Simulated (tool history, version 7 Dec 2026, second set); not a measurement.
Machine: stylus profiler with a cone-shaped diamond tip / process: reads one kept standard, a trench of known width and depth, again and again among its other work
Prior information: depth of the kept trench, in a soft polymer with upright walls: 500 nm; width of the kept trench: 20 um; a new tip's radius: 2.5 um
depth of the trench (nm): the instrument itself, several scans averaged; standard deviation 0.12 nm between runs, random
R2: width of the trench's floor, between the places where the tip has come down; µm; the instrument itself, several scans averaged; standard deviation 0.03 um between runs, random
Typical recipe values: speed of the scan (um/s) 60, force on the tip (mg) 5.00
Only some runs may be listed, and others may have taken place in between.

run 1 hour=0.0 | speed_of_the_scan_(um/s)=60 force_on_the_tip_(mg)=5.00 | depth_of_the_trench_(nm)=505.89 R2=14.91
run 2 hour=68.2 | speed_of_the_scan_(um/s)=60 force_on_the_tip_(mg)=2.07 | depth_of_the_trench_(nm)=503.46 R2=14.77
run 3 hour=181.3 | speed_of_the_scan_(um/s)=60 force_on_the_tip_(mg)=5.00 | depth_of_the_trench_(nm)=505.80 R2=14.79
run 4 hour=284.6 | speed_of_the_scan_(um/s)=32 force_on_the_tip_(mg)=5.00 | depth_of_the_trench_(nm)=506.03 R2=14.88
run 5 hour=336.7 | speed_of_the_scan_(um/s)=32 force_on_the_tip_(mg)=5.23 | depth_of_the_trench_(nm)=506.10 R2=14.90
run 6 hour=398.9 | speed_of_the_scan_(um/s)=60 force_on_the_tip_(mg)=5.00 | depth_of_the_trench_(nm)=505.94 R2=14.76
run 7 hour=460.9 | speed_of_the_scan_(um/s)=60 force_on_the_tip_(mg)=5.00 | depth_of_the_trench_(nm)=506.08 R2=14.74
run 8 hour=559.7 | speed_of_the_scan_(um/s)=60 force_on_the_tip_(mg)=5.00 | depth_of_the_trench_(nm)=505.81 R2=14.70
run 9 hour=650.2 | speed_of_the_scan_(um/s)=60 force_on_the_tip_(mg)=5.00 | depth_of_the_trench_(nm)=506.07 R2=14.63
run 10 hour=719.4 | speed_of_the_scan_(um/s)=60 force_on_the_tip_(mg)=5.00 | depth_of_the_trench_(nm)=506.05 R2=14.58
run 11 hour=804.2 | speed_of_the_scan_(um/s)=60 force_on_the_tip_(mg)=5.00 | depth_of_the_trench_(nm)=506.23 R2=14.55
-- hour=874.9 new tip fitted, height scale calibrated
run 12 hour=907.5 | speed_of_the_scan_(um/s)=60 force_on_the_tip_(mg)=5.00 | depth_of_the_trench_(nm)=505.47 R2=16.78
run 13 hour=1032.1 | speed_of_the_scan_(um/s)=60 force_on_the_tip_(mg)=5.00 | depth_of_the_trench_(nm)=505.50 R2=16.72
run 14 hour=1131.9 | speed_of_the_scan_(um/s)=60 force_on_the_tip_(mg)=10.85 | depth_of_the_trench_(nm)=509.01 R2=16.62
run 15 hour=1243.3 | speed_of_the_scan_(um/s)=60 force_on_the_tip_(mg)=4.94 | depth_of_the_trench_(nm)=505.43 R2=16.51
run 16 hour=1301.9 | speed_of_the_scan_(um/s)=60 force_on_the_tip_(mg)=4.94 | depth_of_the_trench_(nm)=505.47 R2=16.54
run 17 hour=1377.9 | speed_of_the_scan_(um/s)=60 force_on_the_tip_(mg)=4.94 | depth_of_the_trench_(nm)=505.53 R2=16.51
run 18 hour=1443.0 | speed_of_the_scan_(um/s)=60 force_on_the_tip_(mg)=5.00 | depth_of_the_trench_(nm)=505.67 R2=16.43
run 19 hour=1505.5 | speed_of_the_scan_(um/s)=60 force_on_the_tip_(mg)=5.00 | depth_of_the_trench_(nm)=505.58 R2=16.36
run 20 hour=1579.2 | speed_of_the_scan_(um/s)=60 force_on_the_tip_(mg)=2.29 | depth_of_the_trench_(nm)=503.55 R2=16.20
run 21 hour=1648.2 | speed_of_the_scan_(um/s)=60 force_on_the_tip_(mg)=2.29 | depth_of_the_trench_(nm)=503.42 R2=16.25
run 22 hour=1735.2 | speed_of_the_scan_(um/s)=60 force_on_the_tip_(mg)=2.29 | depth_of_the_trench_(nm)=503.37 R2=16.13
run 23 hour=1844.3 | speed_of_the_scan_(um/s)=77 force_on_the_tip_(mg)=14.04 | depth_of_the_trench_(nm)=511.17 R2=16.24
run 24 hour=1952.2 | speed_of_the_scan_(um/s)=77 force_on_the_tip_(mg)=3.30 | depth_of_the_trench_(nm)=504.61 R2=15.93
run 25 hour=2063.1 | speed_of_the_scan_(um/s)=83 force_on_the_tip_(mg)=3.11 | depth_of_the_trench_(nm)=504.48 R2=15.89
run 26 hour=2176.1 | speed_of_the_scan_(um/s)=83 force_on_the_tip_(mg)=3.11 | depth_of_the_trench_(nm)=504.35 R2=15.83
run 27 hour=2267.1 | speed_of_the_scan_(um/s)=38 force_on_the_tip_(mg)=2.25 | depth_of_the_trench_(nm)=503.86 R2=15.94
run 28 hour=2358.2 | speed_of_the_scan_(um/s)=38 force_on_the_tip_(mg)=2.25 | depth_of_the_trench_(nm)=504.13 R2=15.92
run 29 hour=2430.4 | speed_of_the_scan_(um/s)=21 force_on_the_tip_(mg)=3.16 | depth_of_the_trench_(nm)=504.56 R2=15.99
run 30 hour=2553.7 | speed_of_the_scan_(um/s)=69 force_on_the_tip_(mg)=7.73 | depth_of_the_trench_(nm)=507.94 R2=15.72
run 31 hour=2676.6 | speed_of_the_scan_(um/s)=38 force_on_the_tip_(mg)=5.00 | depth_of_the_trench_(nm)=506.32 R2=15.76
run 32 hour=2745.3 | speed_of_the_scan_(um/s)=60 force_on_the_tip_(mg)=2.54 | depth_of_the_trench_(nm)=504.07 R2=15.60
run 33 hour=2817.2 | speed_of_the_scan_(um/s)=60 force_on_the_tip_(mg)=2.54 | depth_of_the_trench_(nm)=504.42 R2=15.58
run 34 hour=2903.5 | speed_of_the_scan_(um/s)=60 force_on_the_tip_(mg)=2.54 | depth_of_the_trench_(nm)=504.40 R2=15.48
run 35 hour=2995.6 | speed_of_the_scan_(um/s)=22 force_on_the_tip_(mg)=2.37 | depth_of_the_trench_(nm)=504.27 R2=15.65
run 36 hour=3069.3 | speed_of_the_scan_(um/s)=22 force_on_the_tip_(mg)=2.37 | depth_of_the_trench_(nm)=504.16 R2=15.56
run 37 hour=3182.0 | speed_of_the_scan_(um/s)=61 force_on_the_tip_(mg)=5.00 | depth_of_the_trench_(nm)=506.36 R2=15.38
-- hour=3225.7 height scale calibrated on a step standard
run 38 hour=3271.7 | speed_of_the_scan_(um/s)=17 force_on_the_tip_(mg)=5.00 | depth_of_the_trench_(nm)=505.26 R2=15.53
run 39 hour=3358.0 | speed_of_the_scan_(um/s)=50 force_on_the_tip_(mg)=5.76 | depth_of_the_trench_(nm)=505.73 R2=15.40
run 40 hour=3415.8 | speed_of_the_scan_(um/s)=189 force_on_the_tip_(mg)=5.12 | depth_of_the_trench_(nm)=505.22 R2=14.88
run 41 hour=3481.3 | speed_of_the_scan_(um/s)=51 force_on_the_tip_(mg)=5.00 | depth_of_the_trench_(nm)=505.25 R2=15.31
run 42 hour=3592.2 | speed_of_the_scan_(um/s)=60 force_on_the_tip_(mg)=8.10 | depth_of_the_trench_(nm)=507.32 R2=15.23

Each row is a separate what-if for the run after 42, all from the same tool condition, not one after another. Results?
run A hour=3687.0 | speed_of_the_scan_(um/s)=50 force_on_the_tip_(mg)=5.24 | depth_of_the_trench_(nm)=? R2=?
run B hour=3687.0 | speed_of_the_scan_(um/s)=109 force_on_the_tip_(mg)=1.72 | depth_of_the_trench_(nm)=? R2=?
run C hour=3687.0 | speed_of_the_scan_(um/s)=148 force_on_the_tip_(mg)=13.32 | depth_of_the_trench_(nm)=? R2=?

run=A depth_of_the_trench_(nm)=505.58 R2=15.24
run=B depth_of_the_trench_(nm)=502.48 R2=14.69
run=C depth_of_the_trench_(nm)=510.42 R2=15.17
With no hidden state in the tool, these same runs would have given:
run=A depth_of_the_trench_(nm)=505.64 R2=16.81
run=B depth_of_the_trench_(nm)=502.55 R2=16.27
run=C depth_of_the_trench_(nm)=510.49 R2=16.74

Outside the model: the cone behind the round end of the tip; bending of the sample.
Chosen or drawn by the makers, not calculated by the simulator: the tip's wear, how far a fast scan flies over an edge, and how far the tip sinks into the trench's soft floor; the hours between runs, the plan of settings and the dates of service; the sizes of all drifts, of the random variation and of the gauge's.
